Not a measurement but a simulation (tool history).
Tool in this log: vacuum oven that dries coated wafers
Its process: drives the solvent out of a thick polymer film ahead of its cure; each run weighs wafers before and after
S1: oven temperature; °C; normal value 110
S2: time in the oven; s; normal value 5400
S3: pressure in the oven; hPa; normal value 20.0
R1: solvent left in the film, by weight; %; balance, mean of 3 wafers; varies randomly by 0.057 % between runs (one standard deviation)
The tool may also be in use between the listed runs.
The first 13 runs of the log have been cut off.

Run 14, hour 330.6: usual settings but S1 106 °C. Result: R1 4.40 %.
Run 15, hour 344.9: usual settings. Result: R1 3.45 %.
Run 16, hour 374.8: usual settings. Result: R1 3.46 %.
Run 17, hour 397.0: usual settings. Result: R1 3.53 %.
Run 18, hour 413.8: usual settings. Result: R1 3.52 %.
Run 19, hour 448.6: usual settings. Result: R1 3.65 %.
At hour 467.6: oven's thermocouples calibrated.
Run 20, hour 482.9: usual settings but S2 2820 s, S3 45.9 hPa. Result: R1 6.93 %.
Run 21, hour 515.9: usual settings but S1 113 °C, S2 3360 s, S3 58.2 hPa. Result: R1 5.88 %.
Run 22, hour 546.5: usual settings but S1 113 °C, S2 3360 s, S3 58.2 hPa. Result: R1 5.88 %.
Run 23, hour 579.2: usual settings but S1 122 °C, S2 2880 s, S3 13.4 hPa. Result: R1 2.79 %.
Run 24, hour 599.5: usual settings but S1 113 °C, S3 10.6 hPa. Result: R1 1.85 %.
Run 25, hour 625.0: usual settings but S1 113 °C, S3 10.6 hPa. Result: R1 2.00 %.
Run 26, hour 653.6: usual settings but S1 103 °C, S2 6420 s, S3 15.3 hPa. Result: R1 3.56 %.
Run 27, hour 673.9: usual settings but S1 100 °C, S2 9060 s, S3 14.9 hPa. Result: R1 2.96 %.
Run 28, hour 696.3: usual settings but S1 100 °C, S2 4080 s, S3 18.3 hPa. Result: R1 6.62 %.
Run 29, hour 728.8: usual settings but S1 108 °C, S2 7320 s, S3 11.4 hPa. Result: R1 1.89 %.
Run 30, hour 750.9: usual settings but S1 104 °C, S2 7320 s, S3 35.8 hPa. Result: R1 4.41 %.
Run 31, hour 776.4: usual settings but S2 3180 s, S3 24.6 hPa. Result: R1 5.35 %.
Run 32, hour 802.2: usual settings but S1 95 °C, S2 5700 s, S3 44.8 hPa. Result: R1 8.28 %.
Run 33, hour 828.7: usual settings but S1 95 °C, S2 5700 s, S3 44.8 hPa. Result: R1 8.39 %.
Run 34, hour 863.6: usual settings but S1 95 °C, S2 5700 s, S3 44.8 hPa. Result: R1 8.34 %.

5 options for the next run, each taken on its own from the tool as it stands now. Forecast them:
Run A, hour 891.1: usual settings but S1 116 °C, S2 3720 s, S3 67.5 hPa. Result: R1 ?.
Run B, hour 891.1: usual settings but S2 6840 s, S3 11.2 hPa. Result: R1 ?.
Run C, hour 891.1: usual settings but S1 95 °C, S2 4800 s, S3 37.2 hPa. Result: R1 ?.
Run D, hour 891.1: usual settings but S3 41.6 hPa. Result: R1 ?.
Run E, hour 891.1: usual settings but S1 114 °C, S2 5700 s, S3 44.8 hPa. Result: R1 ?.

run    R1
  A  5.45
  B  1.83
  C  8.38
  D  4.20
  E  3.47
Without the tool's unlogged condition, the same runs would have read:
run    R1
  A  5.17
  B  1.56
  C  7.99
  D  3.90
  E  3.21

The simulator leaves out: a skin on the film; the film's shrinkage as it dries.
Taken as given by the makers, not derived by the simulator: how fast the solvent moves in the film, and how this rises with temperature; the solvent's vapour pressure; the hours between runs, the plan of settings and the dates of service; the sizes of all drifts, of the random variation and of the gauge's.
